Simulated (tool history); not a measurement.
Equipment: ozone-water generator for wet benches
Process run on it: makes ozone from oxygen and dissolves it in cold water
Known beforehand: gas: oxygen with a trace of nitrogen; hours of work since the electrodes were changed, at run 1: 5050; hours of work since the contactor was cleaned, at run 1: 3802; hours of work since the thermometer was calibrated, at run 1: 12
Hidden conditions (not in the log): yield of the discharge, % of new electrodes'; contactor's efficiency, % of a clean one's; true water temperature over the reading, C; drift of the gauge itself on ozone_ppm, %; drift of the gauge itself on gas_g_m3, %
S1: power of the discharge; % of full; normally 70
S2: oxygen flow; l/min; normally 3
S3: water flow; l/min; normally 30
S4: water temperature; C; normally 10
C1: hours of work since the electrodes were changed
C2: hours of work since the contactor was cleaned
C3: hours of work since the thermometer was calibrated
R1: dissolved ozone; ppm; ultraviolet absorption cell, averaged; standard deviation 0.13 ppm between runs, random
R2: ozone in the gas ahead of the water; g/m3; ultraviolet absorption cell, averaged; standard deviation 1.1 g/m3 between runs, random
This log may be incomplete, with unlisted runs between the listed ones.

Run 1, hour 0: usual settings; C1 5050; C2 3802; C3 12. Result: R1 12.7 ppm, R2 190.9 g/m3.
Run 2, hour 179.2: usual settings but S4 13 C; C1 5228; C2 3981; C3 191. Result: R1 12.3 ppm, R2 191.8 g/m3.
Run 3, hour 327.8: usual settings but S1 61 % of full; C1 5377; C2 4129; C3 339. Result: R1 11.7 ppm, R2 179.4 g/m3.
Run 4, hour 495.2: usual settings but S1 61 % of full; C1 5544; C2 4296; C3 506. Result: R1 11.4 ppm, R2 178 g/m3.
Run 5, hour 657.5: usual settings but S4 5 C; C1 5706; C2 4458; C3 668. Result: R1 12.8 ppm, R2 188 g/m3.
Run 6, hour 818: usual settings; C1 5866; C2 4619; C3 828. Result: R1 12.2 ppm, R2 188.9 g/m3.
Run 7, hour 965.3: usual settings but S1 47 % of full; C1 6013; C2 4766; C3 975. Result: R1 10.2 ppm, R2 154.1 g/m3.
At hour 1111.6: contactor cleaned.
Run 8, hour 1203.5: usual settings but S1 47 % of full; C1 6247; C2 92; C3 1209. Result: R1 10 ppm, R2 153.3 g/m3.
Run 9, hour 1433.1: usual settings but S1 47 % of full; C1 6476; C2 321; C3 1438. Result: R1 10 ppm, R2 151.3 g/m3.
Run 10, hour 1660.5: usual settings but S1 47 % of full; C1 6703; C2 548; C3 1666. Result: R1 10.1 ppm, R2 151.8 g/m3.
Run 11, hour 1883.1: usual settings; C1 6926; C2 770; C3 1888. Result: R1 12.4 ppm, R2 187.2 g/m3.
Run 12, hour 2016.3: usual settings; C1 7059; C2 903; C3 2021. Result: R1 12.3 ppm, R2 186.1 g/m3.
Run 13, hour 2215.4: usual settings but S1 52 % of full; C1 7257; C2 1102; C3 2220. Result: R1 10.7 ppm, R2 160.1 g/m3.
Run 14, hour 2429.4: usual settings but S4 9 C; C1 7471; C2 1316; C3 2433. Result: R1 12.1 ppm, R2 182.6 g/m3.
Run 15, hour 2547.6: usual settings; C1 7589; C2 1434; C3 2551. Result: R1 12.1 ppm, R2 185.9 g/m3.
Run 16, hour 2772.4: usual settings; C1 7814; C2 1658; C3 2776. Result: R1 12.1 ppm, R2 181.8 g/m3.
At hour 2927.9: water thermometer calibrated.
Run 17, hour 2950.4: usual settings; C1 7991; C2 1835; C3 22. Result: R1 12.3 ppm, R2 182.6 g/m3.
Run 18, hour 3084.6: usual settings but S1 42 % of full, S2 4.54 l/min; C1 8125; C2 1969; C3 156. Result: R1 10.7 ppm, R2 120.3 g/m3.
Run 19, hour 3229.9: usual settings but S1 57 % of full, S2 4.54 l/min, S3 25 l/min; C1 8270; C2 2114; C3 302. Result: R1 15.2 ppm, R2 136.8 g/m3.
Run 20, hour 3440.1: usual settings but S1 81 % of full, S2 2.36 l/min, S3 25 l/min; C1 8480; C2 2324; C3 511. Result: R1 13.8 ppm, R2 210.8 g/m3.
Run 21, hour 3611.3: usual settings but S3 22 l/min; C1 8651; C2 2495; C3 682. Result: R1 16.3 ppm, R2 180 g/m3.
Run 22, hour 3747.5: usual settings but S2 1.79 l/min, S3 22 l/min, S4 17 C; C1 8787; C2 2631; C3 818. Result: R1 12.3 ppm, R2 221.2 g/m3.
Run 23, hour 3864.1: usual settings but S2 1.79 l/min, S3 22 l/min, S4 17 C; C1 8903; C2 2748; C3 935. Result: R1 12.5 ppm, R2 218.9 g/m3.
Run 24, hour 4077.1: usual settings but S1 42 % of full, S2 4.64 l/min, S4 17 C; C1 9116; C2 2960; C3 1147. Result: R1 10 ppm, R2 116.9 g/m3.
Run 25, hour 4274.1: usual settings but S1 88 % of full, S2 2.57 l/min, S4 17 C; C1 9312; C2 3157; C3 1344. Result: R1 11.7 ppm, R2 209.5 g/m3.
Run 26, hour 4446.9: usual settings but S1 88 % of full, S2 2.57 l/min, S3 19 l/min, S4 8 C; C1 9485; C2 3329; C3 1517. Result: R1 19 ppm, R2 210.4 g/m3.
Run 27, hour 4649.6: usual settings but S1 88 % of full, S2 2.57 l/min, S3 19 l/min, S4 8 C; C1 9687; C2 3532; C3 1719. Result: R1 19.3 ppm, R2 210.5 g/m3.
Run 28, hour 4782.8: usual settings but S1 88 % of full, S2 2.06 l/min, S3 19 l/min, S4 8 C; C1 9820; C2 3665; C3 1852. Result: R1 17.7 ppm, R2 228.8 g/m3.
Run 29, hour 4936.8: usual settings but S1 52 % of full, S2 2.94 l/min; C1 9974; C2 3819; C3 2006. Result: R1 10.2 ppm, R2 156.4 g/m3.
Run 30, hour 5044.9: usual settings but S1 44 % of full, S2 3.41 l/min, S3 28 l/min, S4 6 C; C1 10082; C2 3927; C3 2114. Result: R1 10.8 ppm, R2 134.6 g/m3.
Run 31, hour 5209.4: usual settings but S1 44 % of full, S2 3.41 l/min, S3 28 l/min, S4 6 C; C1 10246; C2 4091; C3 2278. Result: R1 10.9 ppm, R2 134.1 g/m3.
Run 32, hour 5321.5: usual settings but S1 67 % of full, S2 1.8 l/min; C1 10358; C2 4203; C3 2390. Result: R1 8.9 ppm, R2 209.3 g/m3.
Run 33, hour 5472.5: usual settings but S1 58 % of full, S3 32 l/min; C1 10509; C2 4353; C3 2541. Result: R1 9.8 ppm, R2 159.8 g/m3.

Across each entry between runs, compare the hidden state at the last listed run before it with the hidden state at the first listed run after it:
Logged between run 7 and run 8: contactor cleaned (hour 1111.6)
  yield of the discharge, % of new electrodes': 91.5 -> 91.2; contactor's efficiency, % of a clean one's: 95.1 -> 98.8; true water temperature over the reading, C: 0.08 -> 0.09
  what was measured, less what the result would be without the hidden state, R1: -0.9 -> -0.9 ppm; R2: -11.2 -> -11.6 g/m3
Logged between run 16 and run 17: water thermometer calibrated (hour 2927.9)
  yield of the discharge, % of new electrodes': 88.9 -> 88.7; contactor's efficiency, % of a clean one's: 97.5 -> 97.3; true water temperature over the reading, C: 0.17 -> 0.02
  what was measured, less what the result would be without the hidden state, R1: -1.7 -> -1.7 ppm; R2: -22.6 -> -23.4 g/m3
